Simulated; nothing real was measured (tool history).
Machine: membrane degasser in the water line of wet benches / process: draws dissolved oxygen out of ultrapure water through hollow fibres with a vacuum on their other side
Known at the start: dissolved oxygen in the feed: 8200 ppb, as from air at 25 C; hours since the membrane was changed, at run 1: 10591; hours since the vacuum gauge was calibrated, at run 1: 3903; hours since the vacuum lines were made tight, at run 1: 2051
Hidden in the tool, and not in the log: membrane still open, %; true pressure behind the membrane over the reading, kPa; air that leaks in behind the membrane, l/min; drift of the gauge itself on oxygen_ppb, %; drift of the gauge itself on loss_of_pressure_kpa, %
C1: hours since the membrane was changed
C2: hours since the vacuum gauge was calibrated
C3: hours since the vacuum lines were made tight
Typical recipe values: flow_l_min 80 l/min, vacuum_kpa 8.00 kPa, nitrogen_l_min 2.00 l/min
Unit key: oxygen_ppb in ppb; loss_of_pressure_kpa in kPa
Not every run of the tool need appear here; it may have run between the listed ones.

Run 1, day 0.000: usual settings; C1 10591; C2 3903; C3 2051. Result: oxygen_ppb 388.6 ppb, loss_of_pressure_kpa 35.06 kPa.
Run 2, day 11.554: usual settings; C1 10868; C2 4181; C3 2328. Result: oxygen_ppb 392.3 ppb, loss_of_pressure_kpa 35.10 kPa.
Run 3, day 17.721: usual settings; C1 11016; C2 4329; C3 2476. Result: oxygen_ppb 398.7 ppb, loss_of_pressure_kpa 34.69 kPa.
Run 4, day 25.025: usual settings but flow_l_min 66 l/min; C1 11191; C2 4504; C3 2651. Result: oxygen_ppb 337.4 ppb, loss_of_pressure_kpa 28.61 kPa.
Run 5, day 35.242: usual settings; C1 11436; C2 4749; C3 2897. Result: oxygen_ppb 394.2 ppb, loss_of_pressure_kpa 35.11 kPa.
Run 6, day 44.571: usual settings; C1 11660; C2 4973; C3 3121. Result: oxygen_ppb 395.6 ppb, loss_of_pressure_kpa 35.21 kPa.
Run 7, day 56.008: usual settings but vacuum_kpa 9.22 kPa; C1 11935; C2 5247; C3 3395. Result: oxygen_ppb 489.0 ppb, loss_of_pressure_kpa 35.12 kPa.
Run 8, day 63.417: usual settings but nitrogen_l_min 3.76 l/min; C1 12113; C2 5425; C3 3573. Result: oxygen_ppb 237.8 ppb, loss_of_pressure_kpa 35.44 kPa.
Run 9, day 72.654: usual settings but nitrogen_l_min 4.22 l/min; C1 12334; C2 5647; C3 3795. Result: oxygen_ppb 217.2 ppb, loss_of_pressure_kpa 35.41 kPa.
Run 10, day 80.142: usual settings; C1 12514; C2 5827; C3 3974. Result: oxygen_ppb 399.6 ppb, loss_of_pressure_kpa 35.13 kPa.
Run 11, day 90.517: usual settings; C1 12763; C2 6076; C3 4223. Result: oxygen_ppb 400.2 ppb, loss_of_pressure_kpa 35.23 kPa.
Run 12, day 101.754: usual settings but nitrogen_l_min 2.12 l/min; C1 13033; C2 6345; C3 4493. Result: oxygen_ppb 384.5 ppb, loss_of_pressure_kpa 35.15 kPa.
Run 13, day 107.675: usual settings; C1 13175; C2 6487; C3 4635. Result: oxygen_ppb 402.1 ppb, loss_of_pressure_kpa 35.58 kPa.
Run 14, day 116.029: usual settings; C1 13375; C2 6688; C3 4836. Result: oxygen_ppb 408.0 ppb, loss_of_pressure_kpa 35.45 kPa.
Run 15, day 126.596: usual settings; C1 13629; C2 6942; C3 5089. Result: oxygen_ppb 407.3 ppb, loss_of_pressure_kpa 35.39 kPa.
Run 16, day 136.358: usual settings; C1 13863; C2 7176; C3 5323. Result: oxygen_ppb 408.0 ppb, loss_of_pressure_kpa 35.56 kPa.
Run 17, day 144.829: usual settings but flow_l_min 76 l/min, vacuum_kpa 11.56 kPa; C1 14066; C2 7379; C3 5527. Result: oxygen_ppb 637.6 ppb, loss_of_pressure_kpa 33.61 kPa.
Run 18, day 150.567: usual settings but flow_l_min 74 l/min, vacuum_kpa 4.93 kPa; C1 14204; C2 7517; C3 5664. Result: oxygen_ppb 163.6 ppb, loss_of_pressure_kpa 32.68 kPa.
Run 19, day 158.817: usual settings but flow_l_min 74 l/min, vacuum_kpa 4.93 kPa; C1 14402; C2 7715; C3 5862. Result: oxygen_ppb 164.5 ppb, loss_of_pressure_kpa 33.05 kPa.
Run 20, day 168.896: usual settings but vacuum_kpa 7.72 kPa, nitrogen_l_min 4.76 l/min; C1 14644; C2 7957; C3 6104. Result: oxygen_ppb 191.5 ppb, loss_of_pressure_kpa 35.65 kPa.
At day 177.925: vacuum gauge calibrated.
Run 21, day 178.346: usual settings but flow_l_min 62 l/min, nitrogen_l_min 5.88 l/min; C1 14870; C2 10; C3 6331. Result: oxygen_ppb 117.8 ppb, loss_of_pressure_kpa 27.41 kPa.
Run 22, day 185.362: usual settings but flow_l_min 62 l/min, nitrogen_l_min 5.88 l/min; C1 15039; C2 179; C3 6499. Result: oxygen_ppb 119.5 ppb, loss_of_pressure_kpa 27.73 kPa.
Run 23, day 196.200: usual settings but flow_l_min 63 l/min, vacuum_kpa 4.84 kPa; C1 15299; C2 439; C3 6759. Result: oxygen_ppb 108.0 ppb, loss_of_pressure_kpa 28.18 kPa.
Run 24, day 207.675: usual settings but flow_l_min 63 l/min, vacuum_kpa 4.84 kPa; C1 15574; C2 714; C3 7035. Result: oxygen_ppb 110.8 ppb, loss_of_pressure_kpa 28.11 kPa.
Run 25, day 216.596: usual settings but flow_l_min 63 l/min, vacuum_kpa 4.84 kPa; C1 15788; C2 928; C3 7249. Result: oxygen_ppb 110.1 ppb, loss_of_pressure_kpa 28.41 kPa.
Run 26, day 222.325: usual settings but flow_l_min 70 l/min, vacuum_kpa 11.87 kPa, nitrogen_l_min 4.36 l/min; C1 15926; C2 1066; C3 7386. Result: oxygen_ppb 309.9 ppb, loss_of_pressure_kpa 31.54 kPa.
Run 27, day 230.854: usual settings but flow_l_min 70 l/min, vacuum_kpa 11.87 kPa, nitrogen_l_min 4.36 l/min; C1 16131; C2 1270; C3 7591. Result: oxygen_ppb 313.9 ppb, loss_of_pressure_kpa 31.62 kPa.
Run 28, day 241.400: usual settings but flow_l_min 70 l/min, vacuum_kpa 17.10 kPa, nitrogen_l_min 2.34 l/min; C1 16384; C2 1523; C3 7844. Result: oxygen_ppb 814.2 ppb, loss_of_pressure_kpa 31.19 kPa.
Run 29, day 251.158: usual settings but flow_l_min 70 l/min, vacuum_kpa 17.10 kPa, nitrogen_l_min 2.34 l/min; C1 16618; C2 1758; C3 8078. Result: oxygen_ppb 816.5 ppb, loss_of_pressure_kpa 31.34 kPa.
Run 30, day 257.246: usual settings but flow_l_min 49 l/min, vacuum_kpa 15.76 kPa, nitrogen_l_min 0.84 l/min; C1 16764; C2 1904; C3 8224. Result: oxygen_ppb 1204.9 ppb, loss_of_pressure_kpa 22.04 kPa.
Run 31, day 263.233: usual settings but flow_l_min 49 l/min, vacuum_kpa 15.76 kPa, nitrogen_l_min 0.84 l/min; C1 16908; C2 2047; C3 8368. Result: oxygen_ppb 1210.8 ppb, loss_of_pressure_kpa 21.91 kPa.
Run 32, day 272.488: usual settings but vacuum_kpa 16.37 kPa, nitrogen_l_min 1.79 l/min; C1 17130; C2 2270; C3 8590. Result: oxygen_ppb 1058.1 ppb, loss_of_pressure_kpa 36.01 kPa.

A few steps of oxygen_ppb between consecutive runs. Split each: what settings, incoming material and random variation would produce without the hidden state, and what is left over for the hidden state, along with gauge scatter present in only one of the two compared results (measured, and without hidden state):
Run 9 -> 10: nitrogen_l_min 4.22 -> 2.00. oxygen_ppb +182.4 ppb: hidden state +12.2, all else +170.2.
Run 17 -> 18: flow_l_min 76 -> 74, vacuum_kpa 11.56 -> 4.93. oxygen_ppb -474.0 ppb: hidden state +2.8, all else -476.8.
Run 19 -> 20: flow_l_min 74 -> 80, vacuum_kpa 4.93 -> 7.72, nitrogen_l_min 2.00 -> 4.76. oxygen_ppb +27.0 ppb: hidden state -15.9, all else +42.9.
Run 20 -> 21: flow_l_min 80 -> 62, vacuum_kpa 7.72 -> 8.00, nitrogen_l_min 4.76 -> 5.88, vacuum gauge calibrated. oxygen_ppb -73.7 ppb: hidden state -19.3, all else -54.4.
Run 27 -> 28: vacuum_kpa 11.87 -> 17.10, nitrogen_l_min 4.36 -> 2.34. oxygen_ppb +500.3 ppb: hidden state +2.5, all else +497.8.
Run 29 -> 30: flow_l_min 70 -> 49, vacuum_kpa 17.10 -> 15.76, nitrogen_l_min 2.34 -> 0.84. oxygen_ppb +388.4 ppb: hidden state +1.5, all else +386.9.
